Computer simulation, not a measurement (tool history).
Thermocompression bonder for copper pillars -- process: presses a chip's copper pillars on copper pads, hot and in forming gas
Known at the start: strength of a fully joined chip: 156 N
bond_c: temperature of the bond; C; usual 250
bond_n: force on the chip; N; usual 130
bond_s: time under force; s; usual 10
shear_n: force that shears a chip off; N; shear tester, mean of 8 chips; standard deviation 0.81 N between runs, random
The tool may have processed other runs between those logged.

| run | hour | bond_c | bond_n | bond_s | shear_n |
|---|---|---|---|---|---|
| 1 | 0.0 | 250 | 130 | 10 | 56.0 |
| 2 | 10.6 | 250 | 179 | 10 | 76.6 |
| 3 | 18.5 | 250 | 134 | 10 | 58.3 |
| 4 | 28.1 | 250 | 134 | 10 | 57.7 |
| 5 | 39.0 | 250 | 134 | 10 | 57.3 |
| 6 | 50.2 | 250 | 134 | 9 | 54.1 |
|  | 57.8 | heater calibrated with a thermocouple chip |
| 7 | 58.6 | 250 | 130 | 10 | 61.4 |
| 8 | 66.7 | 250 | 130 | 10 | 61.0 |
| 9 | 74.6 | 250 | 130 | 10 | 59.9 |
| 10 | 80.8 | 250 | 130 | 10 | 58.7 |
| 11 | 86.0 | 250 | 130 | 10 | 60.7 |
| 12 | 91.5 | 250 | 130 | 10 | 59.1 |
| 13 | 96.5 | 226 | 130 | 10 | 40.0 |
| 14 | 103.2 | 226 | 130 | 8 | 36.7 |
| 15 | 114.1 | 250 | 94 | 10 | 42.7 |
| 16 | 119.3 | 250 | 94 | 10 | 43.2 |
| 17 | 124.5 | 250 | 130 | 10 | 59.6 |
| 18 | 133.5 | 250 | 130 | 10 | 57.8 |
| 19 | 138.9 | 250 | 130 | 10 | 59.8 |
| 20 | 145.2 | 250 | 130 | 10 | 57.0 |
| 21 | 153.2 | 250 | 130 | 10 | 56.8 |
| 22 | 161.0 | 250 | 130 | 10 | 57.6 |
| 23 | 168.3 | 250 | 130 | 19 | 73.6 |
| 24 | 174.9 | 264 | 79 | 11 | 46.1 |
| 25 | 184.7 | 224 | 107 | 24 | 46.0 |
| 26 | 190.1 | 224 | 107 | 24 | 43.6 |
| 27 | 197.9 | 272 | 157 | 20 | 106.6 |
|  | 199.5 | forming gas filter changed |
| 28 | 209.0 | 250 | 98 | 10 | 46.4 |
| 29 | 218.1 | 255 | 88 | 10 | 45.4 |
| 30 | 227.5 | 255 | 88 | 10 | 45.0 |
| 31 | 233.3 | 252 | 84 | 8 | 37.8 |
| 32 | 240.7 | 252 | 84 | 8 | 36.5 |
| 33 | 251.8 | 252 | 84 | 8 | 37.6 |
| 34 | 263.0 | 252 | 84 | 8 | 36.2 |
| 35 | 268.1 | 267 | 123 | 8 | 66.2 |
| 36 | 276.8 | 267 | 123 | 8 | 66.5 |
| 37 | 286.1 | 229 | 185 | 10 | 59.6 |
| 38 | 291.2 | 229 | 83 | 10 | 25.3 |
| 39 | 300.6 | 233 | 130 | 8 | 41.0 |

Branching from run 39: 5 alternative next runs. What would each branch give?
| A | 306.1 | 262 | 130 | 10 | ? |
| B | 306.1 | 221 | 130 | 5 | ? |
| C | 306.1 | 250 | 130 | 29 | ? |
| D | 306.1 | 233 | 139 | 8 | ? |
| E | 306.1 | 273 | 130 | 10 | ? |

| run | shear_n |
|---|---|
| A | 68.9 |
| B | 26.2 |
| C | 85.6 |
| D | 42.8 |
| E | 78.5 |
The same runs, with their run-to-run variation unchanged, on a tool lacking any hidden condition would have given:
| run | shear_n |
|---|---|
| A | 74.6 |
| B | 28.8 |
| C | 92.5 |
| D | 46.9 |
| E | 84.9 |
